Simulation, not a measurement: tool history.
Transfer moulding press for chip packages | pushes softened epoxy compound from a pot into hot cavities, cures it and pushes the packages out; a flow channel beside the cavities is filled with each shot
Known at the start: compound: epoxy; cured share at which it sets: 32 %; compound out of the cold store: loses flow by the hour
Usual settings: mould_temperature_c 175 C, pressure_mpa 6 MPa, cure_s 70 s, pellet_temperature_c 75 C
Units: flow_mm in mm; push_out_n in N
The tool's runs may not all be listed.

run,hour,mould_temperature_c,pressure_mpa,cure_s,pellet_temperature_c,incoming compound's hours out of the cold store,flow_mm,push_out_n
1,0,175,6,70,75,30.8,620,613
# hour 19.6: plunger's sealing rings changed
2,21.5,175,5.31,70,75,11.8,651,791
# hour 27.9: cavities cleaned with cleaning compound and waxed
3,32.9,175,5.31,70,75,38.8,608,524
4,51.3,175,6,70,75,47.7,633,703
# hour 61.6: cavities cleaned with cleaning compound and waxed
5,62.2,175,6,70,75,46.4,633,477
6,81.1,175,6,70,75,46.9,631,656
# hour 96.4: cavities cleaned with cleaning compound and waxed
7,98.9,175,6,70,75,37.4,638,499
8,109.2,175,5.12,70,75,15.9,618,625
9,122.8,175,5.12,70,75,19.5,608,768
# hour 130.6: cavities cleaned with cleaning compound and waxed
10,132.6,175,5.12,70,75,31.3,590,505
11,143.2,175,5.12,70,75,8.7,621,650
12,158.3,175,5.12,70,75,23.7,601,756
# hour 164.6: cavities cleaned with cleaning compound and waxed
13,174.6,175,5.12,70,75,23.5,596,602
14,186.7,175,6,70,79,22.8,644,714
# hour 199: cavities cleaned with cleaning compound and waxed
15,205.9,175,6,70,79,19.1,648,564
16,219.5,175,6,52,80,8.8,659,1510
# hour 233.1: cavities cleaned with cleaning compound and waxed
17,233.1,175,6,52,80,47.7,602,961
18,247,175,6,52,80,31.4,620,1328
19,256.1,170,6.34,70,85,18.6,663,1093
# hour 261.8: plunger's sealing rings changed
# hour 269.5: cavities cleaned with cleaning compound and waxed
20,272.9,175,6.87,70,78,46.5,684,522
21,287.7,179,6.01,70,80,24.2,661,564
22,295.9,178,6.42,70,75,46.9,647,616
# hour 303.5: cavities cleaned with cleaning compound and waxed
23,315.6,175,6,69,75,42.2,638,642
24,334.7,175,6,70,78,25.1,660,816
# hour 337: cavities cleaned with cleaning compound and waxed
25,353.8,175,6.33,70,72,18.8,680,710
26,364.6,171,6,70,72,24.4,664,1060
# hour 371.3: cavities cleaned with cleaning compound and waxed
27,374.3,171,6,70,72,29.9,652,725
28,383.3,175,4.95,54,80,23.9,593,1175
29,399.9,175,7.25,55,80,18,718,1468

Forecast each of these 3 alternatives for the next run:
# hour 404.9: cavities cleaned with cleaning compound and waxed
A,418.4,175,5.49,97,80,45.1,?,?
# hour 404.9: cavities cleaned with cleaning compound and waxed
B,418.4,175,4.78,95,83,21.5,?,?
# hour 404.9: cavities cleaned with cleaning compound and waxed
C,418.4,171,6.32,70,82,35.6,?,?

run,flow_mm,push_out_n
A,589,429
B,574,441
C,651,860
Without the tool's hidden state the same runs would have given:
run,flow_mm,push_out_n
A,617,316
B,603,326
C,683,617

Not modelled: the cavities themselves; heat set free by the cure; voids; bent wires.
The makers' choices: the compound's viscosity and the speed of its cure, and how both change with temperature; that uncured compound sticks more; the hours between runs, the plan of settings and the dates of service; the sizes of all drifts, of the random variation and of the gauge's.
